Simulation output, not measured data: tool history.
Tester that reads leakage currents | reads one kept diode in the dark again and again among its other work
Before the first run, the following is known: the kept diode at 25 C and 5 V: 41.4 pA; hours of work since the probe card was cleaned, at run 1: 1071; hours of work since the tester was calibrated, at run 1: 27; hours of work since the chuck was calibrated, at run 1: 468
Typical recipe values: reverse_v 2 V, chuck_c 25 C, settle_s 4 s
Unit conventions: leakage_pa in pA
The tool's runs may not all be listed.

run	hour	reverse_v	chuck_c	settle_s	hours of work since the probe card was cleaned	hours of work since the tester was calibrated	hours of work since the chuck was calibrated	leakage_pa
1	0	2	25	4	1071	27	468	29.05
2	31.2	2	43	4	1087	43	484	113.49
3	46.4	2	43	4	1095	51	492	113.18
4	67.9	2	43	4	1106	62	503	113.58
5	96.4	2	43	4	1120	77	518	112.96
6	114.5	13.57	25	4	1130	86	527	83.09
7	139.2	13.57	25	4	1143	99	540	83.04
8	170	13.57	25	5.52	1159	115	556	83.17
9	199.3	5.6	30	0.91	1174	130	571	74.84
10	218.1	1.41	41	3.08	1183	140	580	82.77
11	231.1	5.2	34	6.73	1190	146	587	94.87

Here are 4 independent what-if runs from the current tool condition. What would each one return?
A	245.3	1.78	29	2.52	1197	154	595	?
B	245.3	5.2	34	5.39	1197	154	595	?
C	245.3	1.34	44	0.53	1197	154	595	?
D	245.3	1.8	57	9.77	1197	154	595	?

run	leakage_pa
A	37.86
B	94.79
C	100.9
D	285.96
What these runs would have given with no unlogged condition in the tool:
run	leakage_pa
A	35.19
B	87.38
C	97.55
D	278.95
